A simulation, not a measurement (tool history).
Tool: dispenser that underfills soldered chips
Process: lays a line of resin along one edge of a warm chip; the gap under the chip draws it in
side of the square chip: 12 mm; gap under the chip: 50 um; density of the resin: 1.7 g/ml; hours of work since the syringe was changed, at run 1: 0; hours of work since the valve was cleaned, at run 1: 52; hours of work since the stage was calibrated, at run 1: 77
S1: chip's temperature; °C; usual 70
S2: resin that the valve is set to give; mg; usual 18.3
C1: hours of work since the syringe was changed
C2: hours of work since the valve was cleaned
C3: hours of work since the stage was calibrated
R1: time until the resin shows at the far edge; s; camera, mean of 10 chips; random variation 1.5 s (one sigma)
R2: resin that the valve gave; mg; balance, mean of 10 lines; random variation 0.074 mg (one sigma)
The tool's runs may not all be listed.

run 1 hour=0 | S1=70 S2=18.3 | C1=0 C2=52 C3=77 | R1=152.2 R2=17.68
run 2 hour=4.7 | S1=70 S2=18.3 | C1=4 C2=56 C3=80 | R1=205 R2=17.55
run 3 hour=8 | S1=70 S2=18.3 | C1=7 C2=58 C3=83 | R1=246 R2=17.45
run 4 hour=12.6 | S1=82 S2=18.3 | C1=10 C2=62 C3=87 | R1=212.3 R2=17.53
-- hour=13.9 new syringe of resin
run 5 hour=17 | S1=82 S2=18.3 | C1=2 C2=65 C3=90 | R1=115.5 R2=17.5
run 6 hour=21.7 | S1=82 S2=18.3 | C1=6 C2=69 C3=93 | R1=154.4 R2=17.38
run 7 hour=26.4 | S1=82 S2=18.3 | C1=10 C2=73 C3=97 | R1=201.1 R2=17.4
-- hour=28.3 new syringe of resin
run 8 hour=30.3 | S1=70 S2=20.1 | C1=2 C2=75 C3=100 | R1=168.9 R2=19.04
run 9 hour=34.6 | S1=70 S2=20.1 | C1=5 C2=79 C3=103 | R1=217.1 R2=18.87
run 10 hour=39.3 | S1=70 S2=20.1 | C1=9 C2=83 C3=107 | R1=295.1 R2=18.99
-- hour=42.6 new syringe of resin
run 11 hour=42.9 | S1=75 S2=20.1 | C1=0 C2=85 C3=110 | R1=123.3 R2=18.84
-- hour=46.5 dispensing valve cleaned and set on the balance
run 12 hour=47.7 | S1=75 S2=20.1 | C1=3 C2=1 C3=113 | R1=155.6 R2=20.01
run 13 hour=52.6 | S1=70 S2=16.1 | C1=7 C2=5 C3=117 | R1=260 R2=15.9
run 14 hour=57.3 | S1=70 S2=16.3 | C1=11 C2=9 C3=120 | R1=339.6 R2=16.13
-- hour=58.1 new syringe of resin
run 15 hour=62.1 | S1=75 S2=18.3 | C1=3 C2=12 C3=124 | R1=158.4 R2=18.1
run 16 hour=65.8 | S1=75 S2=18.3 | C1=6 C2=15 C3=127 | R1=200.8 R2=18.13
run 17 hour=68.4 | S1=70 S2=18.3 | C1=8 C2=17 C3=129 | R1=278.9 R2=18.07
run 18 hour=70.5 | S1=70 S2=16.3 | C1=10 C2=19 C3=130 | R1=331 R2=16.03
-- hour=72.5 new syringe of resin
run 19 hour=74 | S1=70 S2=16.3 | C1=1 C2=21 C3=133 | R1=170.4 R2=16.07
run 20 hour=77.8 | S1=70 S2=16.3 | C1=4 C2=24 C3=136 | R1=212.1 R2=15.98
run 21 hour=79.8 | S1=70 S2=16.3 | C1=6 C2=26 C3=138 | R1=241.1 R2=15.97
run 22 hour=82.7 | S1=59 S2=20.9 | C1=8 C2=28 C3=140 | R1=417.9 R2=20.35
run 23 hour=84.9 | S1=58 S2=19.3 | C1=10 C2=30 C3=142 | R1=493.1 R2=18.76
-- hour=86.8 new syringe of resin
run 24 hour=89 | S1=58 S2=19.3 | C1=2 C2=33 C3=145 | R1=268.9 R2=18.77
run 25 hour=91.7 | S1=56 S2=19.9 | C1=4 C2=35 C3=147 | R1=342.6 R2=19.43
run 26 hour=94 | S1=64 S2=19.3 | C1=6 C2=37 C3=149 | R1=285.1 R2=18.81
run 27 hour=96.8 | S1=82 S2=22.7 | C1=8 C2=39 C3=151 | R1=176.5 R2=22.08
-- hour=100.9 new syringe of resin
run 28 hour=102.1 | S1=60 S2=20 | C1=1 C2=43 C3=155 | R1=234.6 R2=19.11
run 29 hour=106 | S1=60 S2=20 | C1=4 C2=46 C3=158 | R1=297.5 R2=19.26
run 30 hour=109.4 | S1=61 S2=18.9 | C1=7 C2=49 C3=161 | R1=357.1 R2=18.17
run 31 hour=114.4 | S1=61 S2=18.9 | C1=11 C2=53 C3=164 | R1=479.4 R2=18.14
-- hour=115.4 new syringe of resin
run 32 hour=119.3 | S1=58 S2=15.6 | C1=3 C2=56 C3=168 | R1=322.6 R2=14.95
run 33 hour=123.5 | S1=57 S2=16.5 | C1=6 C2=60 C3=171 | R1=432.4 R2=15.85
run 34 hour=126.6 | S1=78 S2=21.4 | C1=9 C2=62 C3=174 | R1=222.8 R2=20.47
-- hour=129.5 new syringe of resin
run 35 hour=129.6 | S1=61 S2=18.3 | C1=0 C2=64 C3=176 | R1=218.4 R2=17.44

Some steps in R1 between neighbouring runs. How much of each would the tool show without its hidden state too (settings, what came in, random variation), and how much is left for the hidden state, with any gauge scatter that isn't in both results?
The hidden state here: resin's viscosity, % of fresh resin's; dose that the valve gives, % of what is set; true chip temperature over the reading, C; drift of the gauge itself on fill_s, %; drift of the gauge itself on given_mg, %.
Run 14 -> 15: S1 70 -> 75, S2 16.3 -> 18.3, new syringe of resin. R1 -181.2 s: hidden state -153.9, all else -27.3.
Run 18 -> 19: new syringe of resin. R1 -160.6 s: hidden state -158.6, all else -2.
Run 23 -> 24: new syringe of resin. R1 -224.2 s: hidden state -226.6, all else +2.4.
Run 31 -> 32: S1 61 -> 58, S2 18.9 -> 15.6, new syringe of resin. R1 -156.8 s: hidden state -192.3, all else +35.5.
Run 33 -> 34: S1 57 -> 78, S2 16.5 -> 21.4. R1 -209.6 s: hidden state -68, all else -141.6.

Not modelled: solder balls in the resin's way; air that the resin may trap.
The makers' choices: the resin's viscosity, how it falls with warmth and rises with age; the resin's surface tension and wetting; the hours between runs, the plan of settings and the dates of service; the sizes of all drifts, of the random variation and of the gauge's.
